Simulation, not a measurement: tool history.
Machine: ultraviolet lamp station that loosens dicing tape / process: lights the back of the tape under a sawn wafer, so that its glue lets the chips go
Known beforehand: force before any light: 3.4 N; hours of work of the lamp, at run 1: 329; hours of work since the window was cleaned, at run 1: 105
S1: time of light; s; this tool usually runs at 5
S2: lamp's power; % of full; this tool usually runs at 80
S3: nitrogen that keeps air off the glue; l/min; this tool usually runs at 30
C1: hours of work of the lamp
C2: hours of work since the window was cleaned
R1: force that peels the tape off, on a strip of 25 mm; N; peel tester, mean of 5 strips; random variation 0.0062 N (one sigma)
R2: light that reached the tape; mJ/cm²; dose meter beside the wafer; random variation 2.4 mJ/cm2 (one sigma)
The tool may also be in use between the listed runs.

Run 1, hour 0.0: usual settings; C1 329; C2 105. Result: R1 0.217 N, R2 243 mJ/cm².
Run 2, hour 18.6: usual settings; C1 337; C2 113. Result: R1 0.222 N, R2 243 mJ/cm².
Run 3, hour 42.3: usual settings; C1 348; C2 124. Result: R1 0.211 N, R2 240 mJ/cm².
Run 4, hour 64.4: usual settings; C1 358; C2 134. Result: R1 0.234 N, R2 239 mJ/cm².
Run 5, hour 76.4: usual settings; C1 363; C2 139. Result: R1 0.242 N, R2 237 mJ/cm².
Run 6, hour 92.0: usual settings but S3 46 l/min; C1 370; C2 146. Result: R1 0.206 N, R2 241 mJ/cm².
Run 7, hour 103.1: usual settings but S3 46 l/min; C1 375; C2 151. Result: R1 0.206 N, R2 236 mJ/cm².
Run 8, hour 124.1: usual settings but S1 3 s, S2 77 % of full, S3 37 l/min; C1 385; C2 161. Result: R1 0.565 N, R2 138 mJ/cm².
Run 9, hour 144.6: usual settings but S1 7 s, S2 62 % of full, S3 37 l/min; C1 394; C2 170. Result: R1 0.196 N, R2 253 mJ/cm².
Run 10, hour 167.4: usual settings but S1 7 s, S2 62 % of full, S3 37 l/min; C1 404; C2 180. Result: R1 0.191 N, R2 255 mJ/cm².
At hour 169.5: window cleaned of glue's vapour.
Run 11, hour 181.3: usual settings but S1 4 s, S2 74 % of full; C1 410; C2 5. Result: R1 0.422 N, R2 169 mJ/cm².
Run 12, hour 191.7: usual settings but S3 45 l/min; C1 415; C2 10. Result: R1 0.188 N, R2 231 mJ/cm².
Run 13, hour 205.4: usual settings but S3 14 l/min; C1 421; C2 16. Result: R1 0.378 N, R2 232 mJ/cm².
Run 14, hour 220.7: usual settings but S3 39 l/min; C1 428; C2 23. Result: R1 0.211 N, R2 234 mJ/cm².

Here are 3 independent what-if runs from the current tool condition. What would each one return?
At hour 235.7: window cleaned of glue's vapour, once more.
Run A, hour 239.4: usual settings but S2 83 % of full, S3 39 l/min; C1 436; C2 2. Result: R1 ?, R2 ?.
At hour 235.7: window cleaned of glue's vapour, once more.
Run B, hour 239.4: usual settings but S1 6 s, S3 39 l/min; C1 436; C2 2. Result: R1 ?, R2 ?.
At hour 235.7: window cleaned of glue's vapour, once more.
Run C, hour 239.4: usual settings but S2 82 % of full; C1 436; C2 2. Result: R1 ?, R2 ?.

run     R1   R2
  A  0.189  253
  B  0.154  291
  C  0.210  245
Take away the tool's hidden state, keep each run's random variation, and the runs would have read:
run     R1   R2
  A  0.159  283
  B  0.135  325
  C  0.172  274
